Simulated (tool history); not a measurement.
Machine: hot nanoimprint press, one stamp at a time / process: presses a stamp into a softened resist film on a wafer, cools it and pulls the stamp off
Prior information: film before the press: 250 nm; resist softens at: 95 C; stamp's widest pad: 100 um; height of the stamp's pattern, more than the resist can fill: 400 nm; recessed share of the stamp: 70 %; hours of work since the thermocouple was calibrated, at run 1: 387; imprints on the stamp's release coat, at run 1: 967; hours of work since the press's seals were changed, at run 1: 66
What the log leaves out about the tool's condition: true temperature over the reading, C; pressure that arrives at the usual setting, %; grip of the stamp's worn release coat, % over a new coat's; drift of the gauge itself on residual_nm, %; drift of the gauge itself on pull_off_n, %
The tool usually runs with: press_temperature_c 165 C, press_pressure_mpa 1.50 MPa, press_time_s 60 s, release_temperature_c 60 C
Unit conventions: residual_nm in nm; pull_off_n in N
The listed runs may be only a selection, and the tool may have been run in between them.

run	day	press_temperature_c	press_pressure_mpa	press_time_s	release_temperature_c	hours of work since the thermocouple was calibrated	imprints on the stamp's release coat	hours of work since the press's seals were changed	residual_nm	pull_off_n
1	0.000	165	1.50	60	60	387	967	66	142.9	215
2	0.638	165	1.50	60	60	396	1017	75	142.4	210
3	1.142	165	1.50	60	60	403	1057	82	143.0	213
4	2.025	165	1.50	60	66	415	1127	94	141.8	184
5	2.846	165	1.50	46	60	426	1192	105	153.4	229
6	3.692	165	1.70	46	60	437	1258	116	145.9	224
7	4.404	155	1.50	60	60	447	1315	126	187.2	224
8	5.450	165	1.50	60	60	461	1397	140	141.4	240
9	6.088	165	1.50	60	60	470	1447	149	142.1	234
10	7.042	165	1.50	60	60	483	1523	162	141.7	246
11	7.500	165	1.50	60	60	489	1559	168	141.9	242
12	8.542	165	1.50	60	60	503	1641	182	141.5	241
# day 9.379: plate thermocouple calibrated
13	9.538	165	1.50	60	60	2	1710	194	148.1	253
14	10.283	165	1.50	60	60	12	1769	204	147.0	260
# day 10.717: stamp cleaned and given a new release coat
15	11.512	165	1.50	60	60	26	63	217	147.6	176
16	12.304	175	1.50	60	58	36	125	228	108.7	192
17	13.083	175	1.50	60	58	47	186	239	109.0	188
18	13.617	170	0.97	60	53	54	229	246	153.3	219
19	14.325	154	1.28	60	45	64	285	256	203.9	253
20	14.808	154	1.28	60	45	70	323	262	203.0	250
21	15.842	175	0.90	45	53	84	404	276	151.1	227
22	16.808	175	0.90	45	53	98	481	289	151.0	233
23	17.833	157	0.93	40	62	112	562	303	218.3	190
24	18.742	172	1.13	40	49	124	633	316	153.6	265
25	19.371	165	1.50	60	46	132	683	324	146.2	281
26	20.333	165	1.50	60	46	145	759	337	145.9	284
27	20.838	177	1.50	86	49	152	799	344	88.8	265
28	21.308	177	1.50	86	49	159	836	351	88.7	274
29	21.921	173	1.36	51	63	167	884	359	127.4	193

Predict each of these 4 candidate next runs independently; none follows another, all start after run 29:
A	22.496	165	1.03	60	62	175	930	367	?	?
B	22.496	165	1.76	60	50	175	930	367	?	?
C	22.496	165	1.03	108	60	175	930	367	?	?
D	22.496	170	1.24	38	63	175	930	367	?	?

run	residual_nm	pull_off_n
A	168.5	198
B	136.4	269
C	143.3	209
D	156.7	187
Without the tool's unlogged condition, the same runs would have read:
run	residual_nm	pull_off_n
A	170.4	160
B	138.1	217
C	145.3	168
D	158.5	151
